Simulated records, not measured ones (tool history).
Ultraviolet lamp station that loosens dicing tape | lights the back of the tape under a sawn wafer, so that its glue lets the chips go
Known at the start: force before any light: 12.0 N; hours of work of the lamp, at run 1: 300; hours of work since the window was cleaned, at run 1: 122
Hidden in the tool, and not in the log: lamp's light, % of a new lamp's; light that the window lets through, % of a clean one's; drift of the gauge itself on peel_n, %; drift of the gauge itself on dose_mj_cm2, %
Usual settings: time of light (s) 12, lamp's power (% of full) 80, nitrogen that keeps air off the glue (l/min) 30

run	hour	time of light (s)	lamp's power (% of full)	nitrogen that keeps air off the glue (l/min)	hours of work of the lamp	hours of work since the window was cleaned	force that peels the tape off (N)	light that reached the tape (J/m2)
1	0.0	12	80	30	300	122	0.914	3730
2	9.1	12	80	26	305	128	0.943	3730
3	23.0	12	80	26	314	137	0.949	3690
4	32.6	12	80	26	320	143	0.953	3700
5	42.0	12	80	26	326	148	0.968	3730
6	50.9	12	80	26	331	154	0.973	3640
7	64.0	9	80	30	340	162	1.642	2760
8	78.3	12	80	30	349	171	0.964	3620
9	94.5	12	80	45	359	181	0.806	3600
10	108.3	12	80	45	367	190	0.793	3590
11	120.4	12	80	58	375	197	0.770	3520
# hour 122.2: window cleaned of glue's vapour
12	128.8	12	80	58	380	4	0.803	3510
13	145.9	9	80	30	391	15	1.826	2640
14	157.5	9	80	30	398	22	1.827	2620
15	165.3	9	80	30	403	27	1.796	2620
# hour 167.7: window cleaned of glue's vapour, once more
16	176.0	9	80	30	409	5	1.649	2750
17	186.3	12	80	14	416	12	1.301	3720
18	197.7	12	80	14	423	19	1.289	3610
19	206.3	12	80	14	428	24	1.357	3680
20	222.3	11	80	10	438	34	1.794	3380
21	237.8	11	80	29	448	44	1.151	3330
22	252.5	11	80	19	457	53	1.348	3330
23	260.6	11	80	19	462	58	1.387	3330
24	274.8	18	86	43	471	67	0.331	5790
25	282.5	9	68	30	476	72	2.355	2270
26	301.1	12	80	55	487	83	0.797	3590
27	317.8	12	80	13	498	94	1.509	3540
28	333.5	12	80	11	508	104	1.543	3490
29	346.1	12	67	38	516	112	1.350	2900
30	362.0	12	67	38	526	122	1.364	2910
31	373.0	12	75	30	532	128	1.159	3250
32	389.3	23	62	13	543	139	0.674	5090
33	406.9	23	62	13	554	150	0.675	5080
34	422.6	12	93	23	563	159	0.876	3890
35	438.1	11	80	30	573	169	1.317	3100
36	454.6	11	80	30	583	179	1.301	3120
37	463.4	8	86	16	589	185	2.705	2430
38	480.2	8	86	19	599	196	2.445	2370

3 ways to go on from here, each from the tool as it stands after run 38. What would each give?
A	494.8	16	61	16	609	205	?	?
B	494.8	13	84	49	609	205	?	?
C	494.8	8	80	40	609	205	?	?

run	force that peels the tape off (N)	light that reached the tape (J/m2)
A	1.453	3430
B	0.732	3790
C	2.231	2230
Without the tool's hidden state the same runs would have given:
run	force that peels the tape off (N)	light that reached the tape (J/m2)
A	0.887	4350
B	0.441	4820
C	1.462	2830

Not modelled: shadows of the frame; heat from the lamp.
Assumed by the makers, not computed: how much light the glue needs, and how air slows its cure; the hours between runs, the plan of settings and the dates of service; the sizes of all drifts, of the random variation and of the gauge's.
